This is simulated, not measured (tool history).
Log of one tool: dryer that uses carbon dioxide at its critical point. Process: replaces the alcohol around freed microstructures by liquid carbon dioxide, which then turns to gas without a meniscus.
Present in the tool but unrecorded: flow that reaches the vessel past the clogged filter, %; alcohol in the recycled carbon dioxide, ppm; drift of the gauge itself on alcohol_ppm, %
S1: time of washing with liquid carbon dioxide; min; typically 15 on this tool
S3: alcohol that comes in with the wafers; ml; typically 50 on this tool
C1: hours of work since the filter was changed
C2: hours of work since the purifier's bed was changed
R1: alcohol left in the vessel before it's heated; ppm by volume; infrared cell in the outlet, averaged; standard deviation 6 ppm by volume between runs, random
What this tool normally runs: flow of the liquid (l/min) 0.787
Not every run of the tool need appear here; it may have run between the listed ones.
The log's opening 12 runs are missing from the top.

run 13 hour=97.1 | S1=15 flow_of_the_liquid_(l/min)=0.787 S3=50 | C1=65 C2=215 | R1=297
run 14 hour=101.8 | S1=15 flow_of_the_liquid_(l/min)=0.787 S3=50 | C1=68 C2=218 | R1=307
run 15 hour=109.6 | S1=15 flow_of_the_liquid_(l/min)=0.787 S3=50 | C1=73 C2=223 | R1=307
run 16 hour=116.5 | S1=15 flow_of_the_liquid_(l/min)=0.787 S3=50 | C1=77 C2=227 | R1=301
run 17 hour=126.6 | S1=15 flow_of_the_liquid_(l/min)=0.787 S3=50 | C1=84 C2=234 | R1=313
run 18 hour=131.9 | S1=15 flow_of_the_liquid_(l/min)=0.787 S3=50 | C1=87 C2=237 | R1=310
run 19 hour=142.1 | S1=21 flow_of_the_liquid_(l/min)=1.016 S3=86 | C1=94 C2=244 | R1=55
run 20 hour=151.7 | S1=21 flow_of_the_liquid_(l/min)=1.016 S3=86 | C1=100 C2=250 | R1=65
run 21 hour=156.2 | S1=22 flow_of_the_liquid_(l/min)=0.781 S3=56 | C1=103 C2=253 | R1=83
run 22 hour=164.2 | S1=22 flow_of_the_liquid_(l/min)=0.781 S3=56 | C1=108 C2=258 | R1=86
run 23 hour=170.4 | S1=22 flow_of_the_liquid_(l/min)=0.473 S3=23 | C1=112 C2=262 | R1=272
run 24 hour=177 | S1=19 flow_of_the_liquid_(l/min)=0.844 S3=22 | C1=116 C2=266 | R1=79
run 25 hour=184.9 | S1=19 flow_of_the_liquid_(l/min)=0.844 S3=22 | C1=121 C2=271 | R1=69
run 26 hour=191.7 | S1=9 flow_of_the_liquid_(l/min)=0.678 S3=50 | C1=125 C2=276 | R1=2608
run 27 hour=202.5 | S1=9 flow_of_the_liquid_(l/min)=0.678 S3=50 | C1=132 C2=282 | R1=2627
run 28 hour=211.3 | S1=13 flow_of_the_liquid_(l/min)=0.678 S3=73 | C1=138 C2=288 | R1=1420
run 29 hour=216.4 | S1=22 flow_of_the_liquid_(l/min)=0.787 S3=45 | C1=141 C2=291 | R1=94
run 30 hour=222.6 | S1=24 flow_of_the_liquid_(l/min)=0.724 S3=45 | C1=145 C2=295 | R1=90
run 31 hour=230.2 | S1=12 flow_of_the_liquid_(l/min)=0.839 S3=109 | C1=150 C2=300 | R1=1324
run 32 hour=239.7 | S1=15 flow_of_the_liquid_(l/min)=1.172 S3=50 | C1=156 C2=306 | R1=99
-- hour=243.8 inlet filter changed
run 33 hour=250.5 | S1=18 flow_of_the_liquid_(l/min)=0.498 S3=40 | C1=4 C2=312 | R1=683
run 34 hour=258.9 | S1=18 flow_of_the_liquid_(l/min)=1.303 S3=39 | C1=10 C2=318 | R1=59
run 35 hour=265.5 | S1=24 flow_of_the_liquid_(l/min)=1.303 S3=31 | C1=14 C2=322 | R1=58
run 36 hour=271 | S1=22 flow_of_the_liquid_(l/min)=0.784 S3=49 | C1=17 C2=326 | R1=79

Below are 5 alternative next runs, each starting from the tool's condition after run 36. Predict each:
run A hour=276.7 | S1=12 flow_of_the_liquid_(l/min)=1.01 S3=90 | C1=21 C2=329 | R1=?
run B hour=276.7 | S1=22 flow_of_the_liquid_(l/min)=0.531 S3=37 | C1=21 C2=329 | R1=?
run C hour=276.7 | S1=17 flow_of_the_liquid_(l/min)=0.787 S3=94 | C1=21 C2=329 | R1=?
run D hour=276.7 | S1=15 flow_of_the_liquid_(l/min)=0.827 S3=105 | C1=21 C2=329 | R1=?
run E hour=276.7 | S1=9 flow_of_the_liquid_(l/min)=1.183 S3=28 | C1=21 C2=329 | R1=?

run=A R1=417
run=B R1=265
run=C R1=305
run=D R1=466
run=E R1=263
With the hidden condition removed and each run's random variation left untouched, the same runs would have given:
run=A R1=331
run=B R1=192
run=C R1=227
run=D R1=377
run=E R1=192
